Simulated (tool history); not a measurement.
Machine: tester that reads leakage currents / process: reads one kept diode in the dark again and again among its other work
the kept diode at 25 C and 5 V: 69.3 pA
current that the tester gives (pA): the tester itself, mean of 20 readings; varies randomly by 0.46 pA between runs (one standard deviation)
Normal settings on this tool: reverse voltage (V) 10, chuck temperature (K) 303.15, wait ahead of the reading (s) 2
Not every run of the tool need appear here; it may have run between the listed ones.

| run | day | reverse voltage (V) | chuck temperature (K) | wait ahead of the reading (s) | current that the tester gives (pA) |
|---|---|---|---|---|---|
| 1 | 0 | 10 | 303.15 | 2 | 185.1 |
| 2 | 4.333 | 10 | 309.15 | 2 | 289.85 |
| 3 | 6.888 | 10 | 309.15 | 2 | 290.7 |
| 4 | 9.188 | 10 | 309.15 | 2 | 292.82 |
|  | 12.15 | chuck's temperature calibrated |
| 5 | 12.912 | 10 | 303.15 | 2 | 162.33 |
| 6 | 16.167 | 2.3 | 303.15 | 2 | 69.59 |
| 7 | 19.275 | 2.3 | 303.15 | 2 | 69.6 |
| 8 | 21.967 | 10 | 303.15 | 2 | 167.6 |
| 9 | 24.492 | 10 | 303.15 | 2 | 168.68 |
| 10 | 28.396 | 7 | 303.15 | 2 | 137.15 |
| 11 | 32.712 | 7 | 303.15 | 2 | 138.73 |
| 12 | 37.146 | 7 | 303.15 | 2 | 140.36 |
| 13 | 39.775 | 10 | 303.15 | 2 | 175.19 |
| 14 | 42.054 | 10 | 303.15 | 2 | 175.37 |
| 15 | 44.058 | 10 | 303.15 | 2 | 176.67 |
| 16 | 47.388 | 2.6 | 303.15 | 2 | 80.39 |
| 17 | 49.433 | 10 | 303.15 | 0.32 | 184.72 |
| 18 | 52.9 | 2 | 303.15 | 0.32 | 70.73 |
| 19 | 56.779 | 2 | 303.15 | 0.32 | 71.49 |
| 20 | 58.888 | 10 | 303.15 | 2 | 183.45 |
| 21 | 62.6 | 10 | 303.15 | 2 | 185.48 |
| 22 | 65.062 | 7.6 | 296.15 | 2 | 95.46 |
|  | 66.417 | probe card cleaned and baked |
| 23 | 68.467 | 7.6 | 296.15 | 2 | 85.25 |
| 24 | 72.617 | 1.6 | 297.15 | 0.58 | 38.92 |
| 25 | 74.929 | 1.6 | 297.15 | 0.58 | 38.94 |
| 26 | 78.55 | 1.6 | 297.15 | 0.58 | 39.39 |
| 27 | 81.112 | 1.6 | 297.15 | 0.58 | 39.66 |
|  | 82.942 | tester calibrated |
| 28 | 84.208 | 2.4 | 295.15 | 1.53 | 41.69 |
| 29 | 86.267 | 12.5 | 315.15 | 2.82 | 481.65 |
| 30 | 88.825 | 15 | 303.15 | 5.2 | 223.55 |
| 31 | 91.858 | 15 | 303.15 | 5.2 | 225.5 |
| 32 | 94.421 | 5.4 | 303.15 | 2 | 125.83 |
| 33 | 98.242 | 3.8 | 323.15 | 2 | 434.37 |
|  | 99.238 | chuck's temperature calibrated |
| 34 | 101.342 | 17.3 | 325.15 | 2 | 1055.73 |
| 35 | 103.783 | 17.3 | 325.15 | 2 | 1057.86 |
| 36 | 106.717 | 17.3 | 325.15 | 2 | 1064.18 |
| 37 | 110.079 | 17.3 | 325.15 | 2 | 1076.04 |
| 38 | 112.529 | 12.3 | 320.15 | 7.76 | 627.94 |
| 39 | 114.871 | 5.2 | 300.15 | 1.28 | 91.75 |

Forecast each of these 4 alternatives for the next run:
| A | 119.279 | 10 | 303.15 | 3.3 | ? |
| B | 119.279 | 2 | 303.15 | 2 | ? |
| C | 119.279 | 5.2 | 295.15 | 1.28 | ? |
| D | 119.279 | 2.5 | 298.15 | 1.28 | ? |

| run | current that the tester gives (pA) |
|---|---|
| A | 168.61 |
| B | 66.53 |
| C | 63.62 |
| D | 51.61 |
The same runs, with their run-to-run variation unchanged, on a tool lacking any hidden condition would have given:
| run | current that the tester gives (pA) |
|---|---|
| A | 153.02 |
| B | 61.54 |
| C | 56.74 |
| D | 47.1 |

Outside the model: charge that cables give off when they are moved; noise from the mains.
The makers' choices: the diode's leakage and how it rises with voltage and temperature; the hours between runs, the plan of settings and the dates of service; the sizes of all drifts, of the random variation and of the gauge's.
